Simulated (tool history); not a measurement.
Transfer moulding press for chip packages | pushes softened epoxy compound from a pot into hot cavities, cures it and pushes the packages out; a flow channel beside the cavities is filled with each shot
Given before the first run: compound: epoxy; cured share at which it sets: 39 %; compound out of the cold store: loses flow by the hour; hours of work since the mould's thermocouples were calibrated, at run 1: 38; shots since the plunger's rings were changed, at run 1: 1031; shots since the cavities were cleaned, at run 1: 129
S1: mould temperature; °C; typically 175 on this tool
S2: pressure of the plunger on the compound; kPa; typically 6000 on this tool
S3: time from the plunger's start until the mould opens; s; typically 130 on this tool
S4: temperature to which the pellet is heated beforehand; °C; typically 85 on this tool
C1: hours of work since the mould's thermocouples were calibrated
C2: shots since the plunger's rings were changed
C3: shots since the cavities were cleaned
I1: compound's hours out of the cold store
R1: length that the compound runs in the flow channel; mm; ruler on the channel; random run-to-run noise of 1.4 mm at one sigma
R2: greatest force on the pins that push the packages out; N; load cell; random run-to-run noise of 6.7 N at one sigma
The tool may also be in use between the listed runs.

{"run": 1, "hour": 0.0, "S1": 175, "S2": 6000, "S3": 130, "S4": 85, "C1": 38, "C2": 1031, "C3": 129, "I1": 42.2, "R1": 645, "R2": 327}
{"run": 2, "hour": 10.2, "S1": 175, "S2": 6000, "S3": 130, "S4": 85, "C1": 45, "C2": 1149, "C3": 247, "I1": 14.5, "R1": 678, "R2": 357}
{"run": 3, "hour": 20.9, "S1": 172, "S2": 6000, "S3": 130, "S4": 85, "C1": 53, "C2": 1272, "C3": 370, "I1": 13.9, "R1": 692, "R2": 458}
{"run": 4, "hour": 30.1, "S1": 175, "S2": 6000, "S3": 130, "S4": 85, "C1": 60, "C2": 1378, "C3": 476, "I1": 21.3, "R1": 671, "R2": 423}
{"run": 5, "hour": 43.0, "S1": 175, "S2": 6000, "S3": 130, "S4": 85, "C1": 69, "C2": 1527, "C3": 625, "I1": 40.8, "R1": 643, "R2": 431}
{"run": 6, "hour": 51.8, "S1": 175, "S2": 6000, "S3": 130, "S4": 85, "C1": 76, "C2": 1628, "C3": 726, "I1": 17.7, "R1": 675, "R2": 456}
{"hour": 65.6, "done": "cavities cleaned with cleaning compound and waxed"}
{"run": 7, "hour": 65.7, "S1": 175, "S2": 6000, "S3": 130, "S4": 85, "C1": 85, "C2": 1770, "C3": 1, "I1": 39, "R1": 641, "R2": 478}
{"run": 8, "hour": 75.3, "S1": 175, "S2": 6000, "S3": 130, "S4": 85, "C1": 92, "C2": 1880, "C3": 111, "I1": 32, "R1": 651, "R2": 500}
{"hour": 90.4, "done": "cavities cleaned with cleaning compound and waxed, once more"}
{"run": 9, "hour": 91.9, "S1": 175, "S2": 6000, "S3": 136, "S4": 85, "C1": 103, "C2": 2055, "C3": 18, "I1": 18.5, "R1": 669, "R2": 264}
{"run": 10, "hour": 105.8, "S1": 175, "S2": 6000, "S3": 130, "S4": 85, "C1": 114, "C2": 2214, "C3": 177, "I1": 23.3, "R1": 663, "R2": 335}
{"run": 11, "hour": 116.9, "S1": 175, "S2": 4640, "S3": 130, "S4": 85, "C1": 122, "C2": 2342, "C3": 305, "I1": 27.9, "R1": 579, "R2": 356}
{"run": 12, "hour": 130.9, "S1": 174, "S2": 6000, "S3": 130, "S4": 85, "C1": 132, "C2": 2504, "C3": 467, "I1": 19.2, "R1": 671, "R2": 431}
{"run": 13, "hour": 141.7, "S1": 174, "S2": 6000, "S3": 130, "S4": 85, "C1": 140, "C2": 2628, "C3": 591, "I1": 40.8, "R1": 639, "R2": 433}
{"run": 14, "hour": 157.4, "S1": 174, "S2": 6000, "S3": 130, "S4": 85, "C1": 152, "C2": 2809, "C3": 772, "I1": 44.9, "R1": 632, "R2": 464}
{"hour": 167.3, "done": "cavities cleaned with cleaning compound and waxed"}
{"run": 15, "hour": 171.7, "S1": 174, "S2": 6000, "S3": 130, "S4": 85, "C1": 161, "C2": 2956, "C3": 51, "I1": 41.9, "R1": 634, "R2": 296}
{"run": 16, "hour": 182.1, "S1": 175, "S2": 5600, "S3": 130, "S4": 92, "C1": 169, "C2": 3075, "C3": 170, "I1": 29.7, "R1": 626, "R2": 337}
{"run": 17, "hour": 189.0, "S1": 175, "S2": 5600, "S3": 130, "S4": 92, "C1": 174, "C2": 3155, "C3": 250, "I1": 26.5, "R1": 629, "R2": 364}
{"run": 18, "hour": 201.6, "S1": 182, "S2": 6700, "S3": 153, "S4": 85, "C1": 183, "C2": 3300, "C3": 395, "I1": 9.1, "R1": 693, "R2": 333}
{"hour": 206.9, "done": "plunger's sealing rings changed"}
{"run": 19, "hour": 211.5, "S1": 182, "S2": 4930, "S3": 153, "S4": 85, "C1": 189, "C2": 52, "C3": 480, "I1": 26.1, "R1": 585, "R2": 350}
{"run": 20, "hour": 222.6, "S1": 182, "S2": 4930, "S3": 153, "S4": 85, "C1": 197, "C2": 181, "C3": 609, "I1": 44, "R1": 562, "R2": 345}
{"run": 21, "hour": 238.4, "S1": 182, "S2": 7260, "S3": 158, "S4": 84, "C1": 209, "C2": 361, "C3": 789, "I1": 12.8, "R1": 730, "R2": 370}
{"hour": 246.7, "done": "cavities cleaned with cleaning compound and waxed"}
{"run": 22, "hour": 255.7, "S1": 171, "S2": 6870, "S3": 113, "S4": 87, "C1": 220, "C2": 543, "C3": 103, "I1": 27.9, "R1": 721, "R2": 491}
{"run": 23, "hour": 265.8, "S1": 175, "S2": 5390, "S3": 151, "S4": 77, "C1": 228, "C2": 661, "C3": 221, "I1": 44.6, "R1": 604, "R2": 314}
{"run": 24, "hour": 281.1, "S1": 175, "S2": 7010, "S3": 130, "S4": 85, "C1": 239, "C2": 836, "C3": 396, "I1": 34.8, "R1": 702, "R2": 379}
{"run": 25, "hour": 293.6, "S1": 169, "S2": 6460, "S3": 130, "S4": 85, "C1": 249, "C2": 980, "C3": 540, "I1": 33.5, "R1": 700, "R2": 564}
{"run": 26, "hour": 304.2, "S1": 175, "S2": 6000, "S3": 130, "S4": 92, "C1": 256, "C2": 1102, "C3": 662, "I1": 24.6, "R1": 662, "R2": 442}
{"run": 27, "hour": 312.6, "S1": 175, "S2": 6000, "S3": 130, "S4": 92, "C1": 263, "C2": 1199, "C3": 759, "I1": 42.5, "R1": 637, "R2": 444}
{"hour": 323.1, "done": "cavities cleaned with cleaning compound and waxed"}
{"run": 28, "hour": 328.0, "S1": 175, "S2": 6000, "S3": 161, "S4": 84, "C1": 273, "C2": 1359, "C3": 57, "I1": 32.6, "R1": 652, "R2": 268}
{"run": 29, "hour": 335.0, "S1": 175, "S2": 6170, "S3": 161, "S4": 84, "C1": 278, "C2": 1440, "C3": 138, "I1": 35.7, "R1": 656, "R2": 295}

Across each entry between runs, compare the hidden state at the last listed run before it with the hidden state at the first listed run after it:
Runs 6 to 7: cavities cleaned with cleaning compound and waxed (hour 65.6)
  true mould temperature over the reading, C: 0.06 -> 0.07; pressure that reaches the compound, % of what is set: 97.82 -> 97.64; grip of the stained cavities, % over clean ones': 61.5 -> 85.2
  measured less the result without the state, R1: -7 -> -8 mm; R2: +174 -> +218 N
Runs 8 to 9: cavities cleaned with cleaning compound and waxed, once more (hour 90.4)
  true mould temperature over the reading, C: 0.08 -> 0.11; pressure that reaches the compound, % of what is set: 97.48 -> 97.22; grip of the stained cavities, % over clean ones': 86.7 -> 2.8
  measured less the result without the state, R1: -9 -> -10 mm; R2: +231 -> +6 N
Runs 14 to 15: cavities cleaned with cleaning compound and waxed (hour 167.3)
  true mould temperature over the reading, C: 0.2 -> 0.21; pressure that reaches the compound, % of what is set: 96.17 -> 95.94; grip of the stained cavities, % over clean ones': 64.4 -> 7.6
  measured less the result without the state, R1: -13 -> -14 mm; R2: +178 -> +18 N
Runs 18 to 19: plunger's sealing rings changed (hour 206.9)
  true mould temperature over the reading, C: 0.26 -> 0.27; pressure that reaches the compound, % of what is set: 95.45 -> 99.73; grip of the stained cavities, % over clean ones': 41.7 -> 47.6
  measured less the result without the state, R1: -17 -> -2 mm; R2: +98 -> +111 N
Runs 21 to 22: cavities cleaned with cleaning compound and waxed (hour 246.7)
  true mould temperature over the reading, C: 0.3 -> 0.32; pressure that reaches the compound, % of what is set: 99.31 -> 99.05; grip of the stained cavities, % over clean ones': 64.4 -> 15.5
  measured less the result without the state, R1: -3 -> -5 mm; R2: +146 -> +55 N
Runs 27 to 28: cavities cleaned with cleaning compound and waxed (hour 323.1)
  true mould temperature over the reading, C: 0.4 -> 0.42; pressure that reaches the compound, % of what is set: 98.13 -> 97.89; grip of the stained cavities, % over clean ones': 64.1 -> 11.2
  measured less the result without the state, R1: -7 -> -8 mm; R2: +169 -> +27 N
